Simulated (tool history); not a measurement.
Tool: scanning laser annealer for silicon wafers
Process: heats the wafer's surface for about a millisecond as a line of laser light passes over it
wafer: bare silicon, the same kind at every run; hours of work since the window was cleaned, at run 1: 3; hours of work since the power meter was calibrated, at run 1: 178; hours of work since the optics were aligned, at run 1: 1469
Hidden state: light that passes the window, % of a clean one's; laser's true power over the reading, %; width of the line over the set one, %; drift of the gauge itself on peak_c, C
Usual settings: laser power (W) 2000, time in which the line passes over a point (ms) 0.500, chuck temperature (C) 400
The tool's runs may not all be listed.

run,day,laser power (W),time in which the line passes over a point (ms),chuck temperature (C),hours of work since the window was cleaned,hours of work since the power meter was calibrated,hours of work since the optics were aligned,highest temperature of the surface (C)
1,0.000,2000,0.500,400,3,178,1469,1141
2,0.421,2000,0.500,380,10,184,1475,1119
3,0.879,2000,0.500,380,17,191,1482,1124
4,1.304,2000,0.500,380,23,197,1489,1120
5,1.821,2000,0.500,400,31,205,1496,1140
6,2.208,2000,0.500,400,37,211,1502,1138
7,2.550,2000,0.500,400,42,216,1507,1137
8,2.842,2000,0.500,400,46,220,1512,1140
9,3.121,2000,0.500,400,50,225,1516,1140
10,3.529,2000,0.500,400,57,231,1522,1139
11,4.038,2000,0.500,400,64,238,1530,1135
12,4.496,1976,0.500,400,71,245,1537,1127
13,4.717,1976,0.500,400,74,249,1540,1124
14,5.125,2000,0.500,437,81,255,1546,1175
15,5.362,2000,0.500,361,84,258,1550,1096
16,5.817,1850,0.500,400,91,265,1557,1064
17,6.271,1850,0.500,400,98,272,1563,1065
18,6.604,1850,0.500,400,103,277,1568,1065
19,6.867,1850,0.500,400,107,281,1572,1065
20,7.292,1850,0.500,400,113,287,1579,1063
21,7.792,1782,0.378,375,121,295,1586,921
# day 8.050: optics aligned, line set to its width
22,8.467,1850,0.497,410,128,302,6,1063
23,8.838,2126,0.523,400,133,308,12,1202
24,9.204,2030,0.500,400,139,313,17,1142
25,9.479,2030,0.500,400,143,317,22,1139
26,9.808,2110,0.427,380,148,322,27,1096
# day 10.058: optics aligned, line set to its width, once more
27,10.321,2110,0.427,380,153,327,4,1128
28,10.567,2110,0.427,380,156,331,8,1123
29,11.062,1883,0.500,433,164,338,15,1132
30,11.529,1883,0.500,433,171,345,22,1129
31,11.958,2000,0.542,440,177,351,29,1224
32,12.371,1747,0.502,427,184,358,35,1059
33,12.762,2000,0.460,432,190,364,41,1149
34,13.133,2000,0.495,421,195,369,46,1170
35,13.621,1748,0.465,421,202,377,54,1029
36,14.088,2000,0.555,414,209,384,61,1208
37,14.554,1967,0.500,433,217,391,68,1168
38,14.942,1967,0.500,433,222,396,74,1169
39,15.404,1967,0.500,433,229,403,81,1168
40,15.858,2156,0.440,360,236,410,87,1129

5 ways to go on from here, each from the tool as it stands after run 40. What would each give?
A,16.321,1785,0.440,395,243,417,94,?
B,16.321,2024,0.587,400,243,417,94,?
C,16.321,1864,0.469,416,243,417,94,?
D,16.321,1820,0.365,439,243,417,94,?
E,16.321,1710,0.440,406,243,417,94,?

run,highest temperature of the surface (C)
A,1000
B,1225
C,1077
D,1002
E,980
Without the tool's hidden state the same runs would have given:
run,highest temperature of the surface (C)
A,1015
B,1246
C,1093
D,1016
E,994
